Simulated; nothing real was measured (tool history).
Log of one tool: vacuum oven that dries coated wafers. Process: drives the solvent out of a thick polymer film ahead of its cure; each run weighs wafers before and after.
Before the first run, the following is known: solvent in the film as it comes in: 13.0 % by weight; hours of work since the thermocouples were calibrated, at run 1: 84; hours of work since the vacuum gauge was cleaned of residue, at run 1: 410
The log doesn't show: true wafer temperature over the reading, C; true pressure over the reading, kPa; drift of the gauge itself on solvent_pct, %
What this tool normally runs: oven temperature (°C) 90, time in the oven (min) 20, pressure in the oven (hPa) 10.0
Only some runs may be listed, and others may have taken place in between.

| run | day | oven temperature (°C) | time in the oven (min) | pressure in the oven (hPa) | hours of work since the thermocouples were calibrated | hours of work since the vacuum gauge was cleaned of residue | solvent left in the film (%) |
|---|---|---|---|---|---|---|---|
| 1 | 0.000 | 90 | 20 | 10.0 | 84 | 410 | 2.66 |
| 2 | 0.712 | 90 | 20 | 10.0 | 92 | 418 | 2.56 |
| 3 | 1.871 | 90 | 16 | 10.0 | 104 | 430 | 3.32 |
| 4 | 3.117 | 90 | 20 | 10.0 | 116 | 442 | 2.66 |
| 5 | 3.879 | 90 | 20 | 10.0 | 124 | 450 | 2.61 |
| 6 | 5.046 | 90 | 11 | 10.0 | 136 | 462 | 4.66 |
| 7 | 5.979 | 90 | 20 | 10.0 | 146 | 472 | 2.57 |
| 8 | 6.929 | 90 | 20 | 10.0 | 156 | 482 | 2.60 |
| 9 | 8.271 | 80 | 20 | 10.0 | 170 | 495 | 5.28 |
| 10 | 9.346 | 80 | 20 | 10.0 | 181 | 507 | 5.21 |
| 11 | 10.158 | 80 | 20 | 10.0 | 189 | 515 | 5.23 |
| 12 | 10.762 | 80 | 20 | 10.0 | 195 | 521 | 5.30 |
| 13 | 11.962 | 80 | 20 | 10.0 | 208 | 534 | 5.22 |

Expected results for the next run?
| 14 | 12.983 | 90 | 20 | 7.2 | 218 | 544 | ? |

Run 14 measured solvent left in the film (%) 2.46.
If the tool had no hidden condition, the same run with the same run-to-run variation would have returned solvent left in the film (%) 2.32.
